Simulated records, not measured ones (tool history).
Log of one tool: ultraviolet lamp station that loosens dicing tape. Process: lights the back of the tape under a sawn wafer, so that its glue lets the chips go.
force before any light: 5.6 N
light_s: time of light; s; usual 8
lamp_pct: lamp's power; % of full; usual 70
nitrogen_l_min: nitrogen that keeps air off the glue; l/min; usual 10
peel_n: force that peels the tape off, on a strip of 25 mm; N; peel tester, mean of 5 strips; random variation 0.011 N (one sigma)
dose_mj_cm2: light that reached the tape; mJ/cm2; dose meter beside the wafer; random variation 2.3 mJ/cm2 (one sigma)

run   hour  light_s  lamp_pct  nitrogen_l_min  peel_n  dose_mj_cm2
  1      0        8        70              10   0.544          233
  2    7.4        8        70              10   0.551          234
  3   14.7        8        70               5   0.757          234
  4   18.7        8        70               5   0.728          234
  5   26.1        8        70              10    0.53          231
  6   33.8        7        70              10    0.68          208
  7     40        7        70              10   0.683          205
  8     49        7        70              10    0.71          203
  9   53.6        8        70              10    0.55          233
 10   57.6        8        70              10   0.538          232
 11   64.1        8        70               9    0.56          233
 12   72.3       13        70              10   0.304          379
 13   79.1        8        70              10   0.567          227
 14   84.3        8        70              10   0.555          228
 15   89.7        8        70              10   0.552          232
 16   98.7        8        70              10    0.56          231
 17  107.1        8        70               6   0.676          229
 18  111.1        8        70               6   0.705          230
 19  117.6        8        70               6   0.671          232
 20  124.2        8        70              19   0.478          227
     125.3  -- window cleaned of glue's vapour
 21  133.1        8        70              19   0.468          221
 22  137.3        8        70              19   0.484          222
 23  145.3        8        63              11   0.676          200
 24  150.5        8        89              13    0.36          281
 25  154.6        8        89              13   0.362          279
 26  161.8        8        89              13   0.392          282

The next listed run, before its measurement:
 27   170        8        89              13       ?            ?

peel_n: 0.374 N
dose_mj_cm2: 277 mJ/cm2
Without the tool's hidden state the same run would have given peel_n 0.33 N, dose_mj_cm2 303 mJ/cm2.

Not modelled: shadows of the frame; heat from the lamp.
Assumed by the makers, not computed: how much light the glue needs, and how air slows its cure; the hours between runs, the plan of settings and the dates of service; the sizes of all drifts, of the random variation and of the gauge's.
